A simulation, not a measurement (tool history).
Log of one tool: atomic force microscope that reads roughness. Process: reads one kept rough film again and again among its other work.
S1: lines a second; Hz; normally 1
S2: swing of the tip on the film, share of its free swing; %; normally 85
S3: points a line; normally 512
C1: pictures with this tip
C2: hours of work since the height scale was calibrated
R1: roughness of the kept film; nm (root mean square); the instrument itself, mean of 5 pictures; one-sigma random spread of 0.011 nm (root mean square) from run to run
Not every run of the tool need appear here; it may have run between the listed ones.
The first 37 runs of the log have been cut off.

| run | hour | S1 | S2 | S3 | C1 | C2 | R1 |
|---|---|---|---|---|---|---|---|
| 38 | 330.1 | 2.39 | 85 | 512 | 118 | 144 | 2.206 |
| 39 | 336.3 | 1 | 59 | 572 | 132 | 148 | 2.643 |
| 40 | 345.2 | 1 | 61 | 329 | 152 | 154 | 2.614 |
| 41 | 353.5 | 1 | 55 | 544 | 171 | 160 | 2.637 |
| 42 | 364.1 | 1.58 | 56 | 512 | 195 | 168 | 2.615 |
| 43 | 369.3 | 3.35 | 85 | 512 | 207 | 171 | 1.995 |
| 44 | 376.7 | 3.6 | 72 | 512 | 224 | 177 | 2.244 |
| 45 | 388 | 3.9 | 56 | 265 | 249 | 185 | 2.465 |
| 46 | 396.1 | 3.9 | 56 | 265 | 268 | 191 | 2.452 |
| 47 | 402 | 3.9 | 56 | 264 | 281 | 195 | 2.459 |
|  | 414.6 | new tip fitted |
| 48 | 415.2 | 0.82 | 82 | 887 | 1 | 204 | 2.588 |

Branching from run 48: 3 alternative next runs. What would each branch give?
| A | 421.3 | 0.86 | 68 | 790 | 15 | 208 | ? |
| B | 421.3 | 0.82 | 81 | 887 | 15 | 208 | ? |
| C | 421.3 | 1 | 79 | 512 | 15 | 208 | ? |

| run | R1 |
|---|---|
| A | 2.678 |
| B | 2.59 |
| C | 2.597 |
What these runs would have given with no unlogged condition in the tool:
| run | R1 |
|---|---|
| A | 2.685 |
| B | 2.597 |
| C | 2.604 |

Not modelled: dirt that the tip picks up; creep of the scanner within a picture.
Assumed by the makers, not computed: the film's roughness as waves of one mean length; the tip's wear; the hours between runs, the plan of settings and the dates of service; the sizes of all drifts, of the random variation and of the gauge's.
